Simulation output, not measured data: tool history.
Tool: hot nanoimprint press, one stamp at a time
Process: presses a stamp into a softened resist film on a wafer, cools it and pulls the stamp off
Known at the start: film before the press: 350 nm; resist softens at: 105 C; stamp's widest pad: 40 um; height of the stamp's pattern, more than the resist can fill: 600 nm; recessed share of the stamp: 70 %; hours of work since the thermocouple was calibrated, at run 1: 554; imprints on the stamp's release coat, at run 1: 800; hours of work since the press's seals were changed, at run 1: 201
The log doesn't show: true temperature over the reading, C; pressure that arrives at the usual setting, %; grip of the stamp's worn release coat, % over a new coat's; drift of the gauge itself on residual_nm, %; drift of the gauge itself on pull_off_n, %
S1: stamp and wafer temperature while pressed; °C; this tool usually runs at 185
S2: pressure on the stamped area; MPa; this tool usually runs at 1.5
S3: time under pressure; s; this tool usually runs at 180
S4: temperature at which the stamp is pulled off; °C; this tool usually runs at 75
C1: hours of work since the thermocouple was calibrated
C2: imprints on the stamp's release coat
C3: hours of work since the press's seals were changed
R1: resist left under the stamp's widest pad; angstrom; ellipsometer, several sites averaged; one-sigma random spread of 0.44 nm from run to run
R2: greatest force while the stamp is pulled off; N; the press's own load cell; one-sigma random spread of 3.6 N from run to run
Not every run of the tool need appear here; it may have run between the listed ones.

run,hour,S1,S2,S3,S4,C1,C2,C3,R1,R2
1,0,185,1.5,180,75,554,800,201,1981,202
2,4.1,185,2.25,180,75,557,819,204,1668,209
# hour 7.8: plate thermocouple calibrated
3,14.8,185,2.25,180,75,5,856,209,1649,207
# hour 27.6: plate thermocouple calibrated, once more
4,27.6,185,1.5,180,75,0,902,216,2053,205
5,34.4,185,1.5,180,75,5,934,221,2054,206
6,39.6,188,1.5,180,75,9,959,225,1876,215
7,46.8,188,1.5,180,75,14,993,231,1870,221
8,52.4,188,1.5,180,75,18,1019,235,1877,211
9,60.9,185,0.99,180,75,25,1060,241,2376,212
10,69.7,185,0.99,180,75,31,1101,248,2354,222
11,78.9,185,1.98,180,75,38,1145,254,1838,222
12,88.8,185,1.5,180,75,45,1192,262,2047,221
13,95.8,185,1.5,180,75,50,1225,267,2041,221
14,105.8,185,1.5,117,75,58,1272,274,2322,227
15,115.7,185,1.5,180,75,65,1319,282,2044,222
16,119.9,185,1.5,180,75,68,1339,285,2036,227
17,128.1,185,1.5,180,75,74,1377,291,2046,232
18,137.8,185,1.5,180,75,81,1423,298,2043,235

Estimate the outcome of run 19 from the log above:
19,147,185,1.94,250,82,88,1467,305,?,?

R1: 1641 angstrom
R2: 215 N
With the hidden condition absent and the run-to-run variation left alone, this run would have shown R1 1644 angstrom, R2 159 N.
